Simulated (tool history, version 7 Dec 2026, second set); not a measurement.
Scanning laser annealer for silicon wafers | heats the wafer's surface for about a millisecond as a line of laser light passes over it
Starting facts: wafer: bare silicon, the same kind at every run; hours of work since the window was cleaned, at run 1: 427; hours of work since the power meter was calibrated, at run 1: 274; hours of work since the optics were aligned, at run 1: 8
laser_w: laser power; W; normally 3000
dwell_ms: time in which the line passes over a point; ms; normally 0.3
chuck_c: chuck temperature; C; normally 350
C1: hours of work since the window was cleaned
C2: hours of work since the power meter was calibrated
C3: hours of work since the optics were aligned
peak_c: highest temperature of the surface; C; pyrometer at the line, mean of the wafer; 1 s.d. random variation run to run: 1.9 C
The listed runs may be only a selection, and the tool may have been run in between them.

run 1 day=0 | laser_w=3000 dwell_ms=0.3 chuck_c=350 | C1=427 C2=274 C3=8 | peak_c=1065
run 2 day=2.904 | laser_w=3000 dwell_ms=0.3 chuck_c=350 | C1=474 C2=321 C3=55 | peak_c=1065
run 3 day=4.812 | laser_w=3000 dwell_ms=0.259 chuck_c=350 | C1=505 C2=352 C3=86 | peak_c=1020
-- day=6.229 window over the wafer cleaned
run 4 day=7.067 | laser_w=3018 dwell_ms=0.259 chuck_c=350 | C1=14 C2=387 C3=122 | peak_c=1005
run 5 day=8.854 | laser_w=3018 dwell_ms=0.259 chuck_c=350 | C1=43 C2=417 C3=151 | peak_c=1001
run 6 day=11.129 | laser_w=2578 dwell_ms=0.3 chuck_c=350 | C1=80 C2=454 C3=188 | peak_c=926
run 7 day=13.85 | laser_w=2946 dwell_ms=0.3 chuck_c=350 | C1=124 C2=498 C3=232 | peak_c=1020
run 8 day=16.25 | laser_w=2946 dwell_ms=0.3 chuck_c=350 | C1=163 C2=537 C3=271 | peak_c=1013
run 9 day=18.15 | laser_w=2946 dwell_ms=0.3 chuck_c=350 | C1=194 C2=568 C3=302 | peak_c=1014
run 10 day=19.904 | laser_w=2946 dwell_ms=0.3 chuck_c=350 | C1=223 C2=597 C3=331 | peak_c=1010
run 11 day=22.196 | laser_w=2946 dwell_ms=0.3 chuck_c=350 | C1=260 C2=634 C3=368 | peak_c=1006
run 12 day=24.071 | laser_w=2946 dwell_ms=0.3 chuck_c=350 | C1=291 C2=665 C3=399 | peak_c=1007
-- day=25.146 window over the wafer cleaned, once more
run 13 day=26.708 | laser_w=2946 dwell_ms=0.3 chuck_c=350 | C1=26 C2=706 C3=441 | peak_c=1082
run 14 day=29.717 | laser_w=3000 dwell_ms=0.3 chuck_c=350 | C1=75 C2=755 C3=490 | peak_c=1091
run 15 day=32.158 | laser_w=3000 dwell_ms=0.3 chuck_c=350 | C1=114 C2=795 C3=529 | peak_c=1083
run 16 day=35.362 | laser_w=3000 dwell_ms=0.3 chuck_c=357 | C1=167 C2=847 C3=582 | peak_c=1087
run 17 day=37.446 | laser_w=3000 dwell_ms=0.3 chuck_c=357 | C1=201 C2=881 C3=616 | peak_c=1088
run 18 day=40.729 | laser_w=3000 dwell_ms=0.3 chuck_c=332 | C1=254 C2=935 C3=669 | peak_c=1058
run 19 day=43.904 | laser_w=3000 dwell_ms=0.3 chuck_c=340 | C1=306 C2=987 C3=721 | peak_c=1062
run 20 day=45.429 | laser_w=3000 dwell_ms=0.3 chuck_c=350 | C1=331 C2=1011 C3=746 | peak_c=1070
run 21 day=48.021 | laser_w=3000 dwell_ms=0.3 chuck_c=350 | C1=373 C2=1054 C3=788 | peak_c=1064
run 22 day=49.704 | laser_w=2590 dwell_ms=0.336 chuck_c=327 | C1=400 C2=1081 C3=815 | peak_c=958
run 23 day=52.35 | laser_w=3111 dwell_ms=0.276 chuck_c=316 | C1=444 C2=1124 C3=859 | peak_c=1027
run 24 day=54.575 | laser_w=3111 dwell_ms=0.276 chuck_c=316 | C1=480 C2=1161 C3=895 | peak_c=1024
run 25 day=56.908 | laser_w=3111 dwell_ms=0.334 chuck_c=316 | C1=518 C2=1199 C3=933 | peak_c=1082
-- day=57.642 window over the wafer cleaned
run 26 day=59.95 | laser_w=3111 dwell_ms=0.334 chuck_c=316 | C1=38 C2=1247 C3=981 | peak_c=1118
run 27 day=61.404 | laser_w=3249 dwell_ms=0.237 chuck_c=350 | C1=61 C2=1271 C3=1005 | peak_c=1078
run 28 day=62.904 | laser_w=3187 dwell_ms=0.286 chuck_c=348 | C1=86 C2=1295 C3=1029 | peak_c=1116
run 29 day=64.767 | laser_w=2858 dwell_ms=0.332 chuck_c=340 | C1=116 C2=1325 C3=1060 | peak_c=1060
run 30 day=66.971 | laser_w=3059 dwell_ms=0.225 chuck_c=350 | C1=152 C2=1361 C3=1096 | peak_c=1006
run 31 day=68.725 | laser_w=2717 dwell_ms=0.225 chuck_c=389 | C1=181 C2=1390 C3=1124 | peak_c=956
run 32 day=70.1 | laser_w=3000 dwell_ms=0.346 chuck_c=350 | C1=203 C2=1412 C3=1147 | peak_c=1116
run 33 day=72.267 | laser_w=2753 dwell_ms=0.218 chuck_c=353 | C1=238 C2=1448 C3=1182 | peak_c=917

Run 34 has not been measured yet. What should we expect?
run 34 day=74.8 | laser_w=2711 dwell_ms=0.338 chuck_c=339 | C1=280 C2=1489 C3=1223 | peak_c=?

{"run 34": {"peak_c": 1009}}
Take away the tool's hidden state, keep the run-to-run variation as it was, and the same run would have given peak_c 1043 C.
